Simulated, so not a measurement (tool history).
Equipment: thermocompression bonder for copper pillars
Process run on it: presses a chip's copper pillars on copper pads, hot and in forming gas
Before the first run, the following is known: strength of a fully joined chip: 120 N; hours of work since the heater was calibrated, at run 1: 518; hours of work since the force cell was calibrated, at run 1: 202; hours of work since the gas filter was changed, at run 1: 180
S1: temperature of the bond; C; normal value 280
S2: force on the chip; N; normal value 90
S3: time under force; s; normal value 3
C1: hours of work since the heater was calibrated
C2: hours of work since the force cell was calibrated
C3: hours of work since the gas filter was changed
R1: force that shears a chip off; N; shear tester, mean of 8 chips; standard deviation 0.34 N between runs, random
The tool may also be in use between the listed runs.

Run 1, hour 0: usual settings; C1 518; C2 202; C3 180. Result: R1 58.9 N.
Run 2, hour 17.2: usual settings; C1 532; C2 215; C3 193. Result: R1 58.6 N.
Run 3, hour 30.6: usual settings but S1 277 C; C1 542; C2 225; C3 204. Result: R1 55.9 N.
Run 4, hour 44.7: usual settings but S1 277 C; C1 553; C2 236; C3 215. Result: R1 55.8 N.
Run 5, hour 58.3: usual settings but S1 277 C; C1 563; C2 247; C3 225. Result: R1 55.9 N.
Run 6, hour 69.8: usual settings but S3 5 s; C1 572; C2 256; C3 234. Result: R1 68.7 N.
Run 7, hour 85.4: usual settings but S3 5 s; C1 585; C2 268; C3 246. Result: R1 68.4 N.
Run 8, hour 94.8: usual settings but S3 5 s; C1 592; C2 275; C3 254. Result: R1 69.1 N.
Run 9, hour 102.3: usual settings but S1 276 C, S3 5 s; C1 598; C2 281; C3 259. Result: R1 65.8 N.
Run 10, hour 116.9: usual settings but S1 276 C, S3 5 s; C1 609; C2 292; C3 271. Result: R1 65.2 N.
Run 11, hour 129.2: usual settings but S2 59 N; C1 618; C2 302; C3 280. Result: R1 39.3 N.
Run 12, hour 139.1: usual settings but S2 59 N; C1 626; C2 309; C3 288. Result: R1 39.2 N.
Run 13, hour 147.1: usual settings; C1 632; C2 316; C3 294. Result: R1 58 N.
Run 14, hour 156.1: usual settings; C1 639; C2 323; C3 301. Result: R1 58 N.
Run 15, hour 167.6: usual settings; C1 648; C2 332; C3 310. Result: R1 57.7 N.
Run 16, hour 183.8: usual settings but S2 99 N; C1 661; C2 344; C3 323. Result: R1 62.6 N.
Run 17, hour 192.4: usual settings but S3 9 s; C1 667; C2 351; C3 329. Result: R1 80.6 N.
Run 18, hour 204: usual settings but S3 9 s; C1 676; C2 360; C3 338. Result: R1 80.3 N.
Run 19, hour 212.7: usual settings but S3 9 s; C1 683; C2 367; C3 345. Result: R1 80.5 N.
Run 20, hour 226.4: usual settings but S3 9 s; C1 694; C2 377; C3 356. Result: R1 81 N.
Run 21, hour 240.2: usual settings but S1 287 C, S2 60 N; C1 705; C2 388; C3 366. Result: R1 43.8 N.
Run 22, hour 255.2: usual settings but S1 287 C, S2 60 N; C1 716; C2 399; C3 378. Result: R1 44.2 N.
Run 23, hour 263.3: usual settings but S2 55 N, S3 5 s; C1 722; C2 406; C3 384. Result: R1 44.5 N.
Run 24, hour 278.1: usual settings but S1 303 C, S2 111 N; C1 734; C2 417; C3 396. Result: R1 86.3 N.
Run 25, hour 285.2: usual settings but S1 294 C, S2 65 N, S3 7 s; C1 739; C2 423; C3 401. Result: R1 69.3 N.
At hour 290.2: forming gas filter changed.
Run 26, hour 297: usual settings but S1 260 C, S2 58 N; C1 748; C2 432; C3 5. Result: R1 28.4 N.
Run 27, hour 314.4: usual settings but S1 259 C, S2 85 N; C1 762; C2 445; C3 19. Result: R1 40.4 N.
Run 28, hour 321.8: usual settings but S1 298 C, S2 111 N; C1 767; C2 451; C3 24. Result: R1 85.9 N.
Run 29, hour 331.1: usual settings but S1 298 C, S2 111 N; C1 775; C2 458; C3 32. Result: R1 86 N.
Run 30, hour 338.2: usual settings but S2 133 N; C1 780; C2 463; C3 37. Result: R1 80.6 N.
Run 31, hour 348.6: usual settings but S1 303 C; C1 788; C2 472; C3 45. Result: R1 79.1 N.
Run 32, hour 361.1: usual settings but S1 279 C, S2 127 N, S3 5 s; C1 798; C2 481; C3 55. Result: R1 89.1 N.
Run 33, hour 373.9: usual settings but S3 2 s; C1 808; C2 491; C3 65. Result: R1 51.5 N.
Run 34, hour 389: usual settings but S3 2 s; C1 819; C2 503; C3 77. Result: R1 51.6 N.
Run 35, hour 406.4: usual settings but S3 2 s; C1 833; C2 516; C3 90. Result: R1 51.6 N.
Run 36, hour 421.1: usual settings but S1 256 C, S2 57 N, S3 4 s; C1 844; C2 528; C3 101. Result: R1 28.8 N.
Run 37, hour 438: usual settings but S1 256 C, S2 57 N, S3 4 s; C1 858; C2 541; C3 115. Result: R1 28.8 N.
Run 38, hour 451.6: usual settings but S2 61 N; C1 868; C2 551; C3 125. Result: R1 41.3 N.
Run 39, hour 467.6: usual settings but S2 61 N; C1 880; C2 564; C3 138. Result: R1 41.5 N.

For each entry between runs, how does the tool's hidden state at the last listed run before it compare with that at the first listed run after it?
Between runs 25 and 26: forming gas filter changed (hour 290.2)
  force that reaches the chip, % of what is set: 104.2 -> 104.3; oxide that the forming gas leaves, % of the face: 4.96 -> 0.62
  the result without the hidden state subtracted from the measured one, R1: -3.7 -> -0.4 N
